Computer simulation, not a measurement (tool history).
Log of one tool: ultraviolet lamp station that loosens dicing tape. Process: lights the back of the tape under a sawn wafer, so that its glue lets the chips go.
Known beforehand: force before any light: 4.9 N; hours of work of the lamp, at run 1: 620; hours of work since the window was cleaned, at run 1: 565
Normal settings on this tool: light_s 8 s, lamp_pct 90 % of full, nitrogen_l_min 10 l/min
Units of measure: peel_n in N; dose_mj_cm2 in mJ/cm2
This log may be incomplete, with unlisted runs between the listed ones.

run,hour,light_s,lamp_pct,nitrogen_l_min,hours of work of the lamp,hours of work since the window was cleaned,peel_n,dose_mj_cm2
1,0.0,8,90,10,620,565,0.598,523
2,51.4,8,90,10,653,598,0.592,514
# hour 79.8: window cleaned of glue's vapour
3,86.8,8,90,10,675,4,0.625,498
4,120.7,8,90,10,696,26,0.658,496
5,170.8,8,90,13,728,58,0.613,486
6,209.6,8,66,10,752,82,1.046,353
7,254.2,8,62,10,780,110,1.207,329
# hour 286.2: window cleaned of glue's vapour, once more
8,286.2,8,62,10,800,0,1.057,360
9,319.8,8,90,10,822,21,0.615,518
10,348.7,8,90,10,840,40,0.602,514
11,413.0,8,90,10,881,80,0.633,518
12,461.2,8,90,10,911,111,0.611,506
13,520.0,8,90,10,948,148,0.653,502
14,584.7,14,77,11,989,189,0.326,734
15,636.3,8,90,4,1022,221,0.906,489
16,679.1,8,80,7,1049,248,0.875,431
17,711.2,8,68,9,1069,269,1.057,364
18,746.7,10,68,9,1091,291,0.775,451
19,784.3,7,98,9,1115,315,0.820,446
20,836.0,7,98,9,1148,348,0.787,450
21,884.7,4,68,14,1179,378,2.163,174
22,941.3,12,97,3,1215,414,0.519,740
23,979.7,5,92,19,1239,438,1.248,284
24,1008.7,12,68,18,1257,457,0.521,505

Expected results for the next run?
25,1050.8,10,82,3,1284,483,?,?

{"run 25": {"peel_n": 0.957, "dose_mj_cm2": 508}}
If the tool had no hidden condition, the same run with the same run-to-run variation would have returned peel_n 0.551 N, dose_mj_cm2 717 mJ/cm2.
